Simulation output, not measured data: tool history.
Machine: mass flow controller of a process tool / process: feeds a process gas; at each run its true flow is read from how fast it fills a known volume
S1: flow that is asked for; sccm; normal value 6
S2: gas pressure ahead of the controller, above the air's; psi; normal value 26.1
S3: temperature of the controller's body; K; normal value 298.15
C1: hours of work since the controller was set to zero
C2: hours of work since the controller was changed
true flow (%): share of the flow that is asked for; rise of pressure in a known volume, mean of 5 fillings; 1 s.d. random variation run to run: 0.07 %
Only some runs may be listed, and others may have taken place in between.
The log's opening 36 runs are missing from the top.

Run 37, hour 14529.6: usual settings but S3 305.15 K; C1 560; C2 9525. Result: true flow (%) 100.28.
Run 38, hour 14774.1: usual settings but S1 12 sccm, S2 37.4 psi, S3 304.15 K; C1 647; C2 9613. Result: true flow (%) 101.65.
Run 39, hour 15192.2: usual settings but S1 12 sccm, S2 29.6 psi, S3 307.15 K; C1 796; C2 9762. Result: true flow (%) 101.02.
Run 40, hour 15633.7: usual settings but S1 3 sccm, S2 33.4 psi, S3 302.15 K; C1 954; C2 9919. Result: true flow (%) 100.06.
Run 41, hour 16185.2: usual settings but S1 3 sccm, S2 20.3 psi, S3 303.15 K; C1 1150; C2 10116. Result: true flow (%) 99.45.
Run 42, hour 16577.1: usual settings but S2 36.4 psi, S3 295.15 K; C1 1290; C2 10256. Result: true flow (%) 101.15.
Run 43, hour 17062.7: usual settings but S2 36.4 psi, S3 295.15 K; C1 1463; C2 10429. Result: true flow (%) 101.24.
At hour 17510: controller exchanged for a calibrated one.
Run 44, hour 17610: usual settings but S1 9 sccm, S2 24.2 psi, S3 295.15 K; C1 36; C2 36. Result: true flow (%) 99.31.
Run 45, hour 18050: usual settings but S1 9 sccm, S2 24.2 psi, S3 295.15 K; C1 193; C2 193. Result: true flow (%) 99.43.
Run 46, hour 18572: usual settings but S1 9 sccm, S2 24.2 psi, S3 295.15 K; C1 379; C2 379. Result: true flow (%) 99.29.
Run 47, hour 18810.9: usual settings but S1 15 sccm, S2 37 psi, S3 303.15 K; C1 464; C2 464. Result: true flow (%) 99.91.

3 ways to go on from here, each from the tool as it stands after run 47. What would each give?
Run A, hour 19109.1: usual settings but S1 17 sccm, S2 32.5 psi, S3 303.15 K; C1 570; C2 570. Result: true flow (%) ?.
Run B, hour 19109.1: usual settings but S1 8 sccm, S2 37 psi, S3 295.15 K; C1 570; C2 570. Result: true flow (%) ?.
Run C, hour 19109.1: usual settings but S1 7 sccm, S2 26.8 psi, S3 303.15 K; C1 570; C2 570. Result: true flow (%) ?.

run  true flow (%)
  A          99.99
  B          99.68
  C          98.64
Without the tool's hidden state the same runs would have given:
run  true flow (%)
  A          99.64
  B          99.43
  C          98.43
